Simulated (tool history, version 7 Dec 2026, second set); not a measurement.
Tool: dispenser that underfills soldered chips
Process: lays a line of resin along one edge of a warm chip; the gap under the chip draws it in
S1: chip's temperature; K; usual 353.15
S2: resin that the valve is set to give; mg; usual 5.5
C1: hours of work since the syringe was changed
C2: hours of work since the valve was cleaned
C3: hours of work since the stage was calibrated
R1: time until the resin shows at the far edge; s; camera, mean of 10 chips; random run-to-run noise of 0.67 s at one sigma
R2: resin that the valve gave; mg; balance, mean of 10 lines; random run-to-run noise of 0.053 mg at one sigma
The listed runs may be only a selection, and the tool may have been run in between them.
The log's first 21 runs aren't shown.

run 22 hour=103.8 | S1=347.15 S2=5.29 | C1=5 C2=13 C3=228 | R1=109.8 R2=5.29
-- hour=107.1 new syringe of resin
run 23 hour=107.1 | S1=350.15 S2=4.82 | C1=0 C2=15 C3=230 | R1=74 R2=4.82
run 24 hour=113.6 | S1=350.15 S2=4.82 | C1=4 C2=19 C3=234 | R1=98.9 R2=4.67
-- hour=118 new syringe of resin
run 25 hour=120 | S1=351.15 S2=5.11 | C1=1 C2=23 C3=238 | R1=76.2 R2=4.97
run 26 hour=125.5 | S1=338.15 S2=6.14 | C1=5 C2=27 C3=241 | R1=154.9 R2=6.01
-- hour=129 new syringe of resin
run 27 hour=131.9 | S1=338.15 S2=6.14 | C1=2 C2=31 C3=245 | R1=124.8 R2=6.16
run 28 hour=137.6 | S1=357.15 S2=6.47 | C1=6 C2=34 C3=249 | R1=80.3 R2=6.33
-- hour=139.9 new syringe of resin
run 29 hour=142.1 | S1=345.15 S2=6.89 | C1=1 C2=37 C3=252 | R1=91.7 R2=6.8
run 30 hour=147 | S1=339.15 S2=6.82 | C1=5 C2=40 C3=255 | R1=145.9 R2=6.64
-- hour=150.6 new syringe of resin
run 31 hour=151.8 | S1=339.15 S2=6.82 | C1=1 C2=43 C3=258 | R1=108.9 R2=6.74
run 32 hour=154.8 | S1=345.15 S2=6.33 | C1=3 C2=45 C3=260 | R1=102 R2=6.22
run 33 hour=160.3 | S1=345.15 S2=6.33 | C1=6 C2=49 C3=263 | R1=130.3 R2=6.16
-- hour=161.3 new syringe of resin
run 34 hour=164.2 | S1=345.15 S2=6.33 | C1=2 C2=51 C3=266 | R1=95.5 R2=6.15
run 35 hour=169.2 | S1=347.15 S2=4.93 | C1=5 C2=54 C3=269 | R1=118.5 R2=4.78
-- hour=172 new syringe of resin
run 36 hour=173.7 | S1=353.15 S2=7.06 | C1=1 C2=57 C3=272 | R1=65.6 R2=6.87

Consider 4 possible next runs. They are alternatives, not a sequence: every one starts from the tool as it was left by run 36. What does each give?
run A hour=177.7 | S1=343.15 S2=6.02 | C1=4 C2=60 C3=274 | R1=? R2=?
run B hour=177.7 | S1=357.15 S2=5.5 | C1=4 C2=60 C3=274 | R1=? R2=?
run C hour=177.7 | S1=353.15 S2=6.79 | C1=4 C2=60 C3=274 | R1=? R2=?
run D hour=177.7 | S1=347.15 S2=5.24 | C1=4 C2=60 C3=274 | R1=? R2=?

run=A R1=117.2 R2=5.69
run=B R1=72.4 R2=5.3
run=C R1=78.5 R2=6.55
run=D R1=106.1 R2=5.03
The same runs, with their run-to-run variation unchanged, on a tool lacking any hidden condition would have given:
run=A R1=84.8 R2=5.88
run=B R1=52.6 R2=5.47
run=C R1=57.1 R2=6.76
run=D R1=76.6 R2=5.19
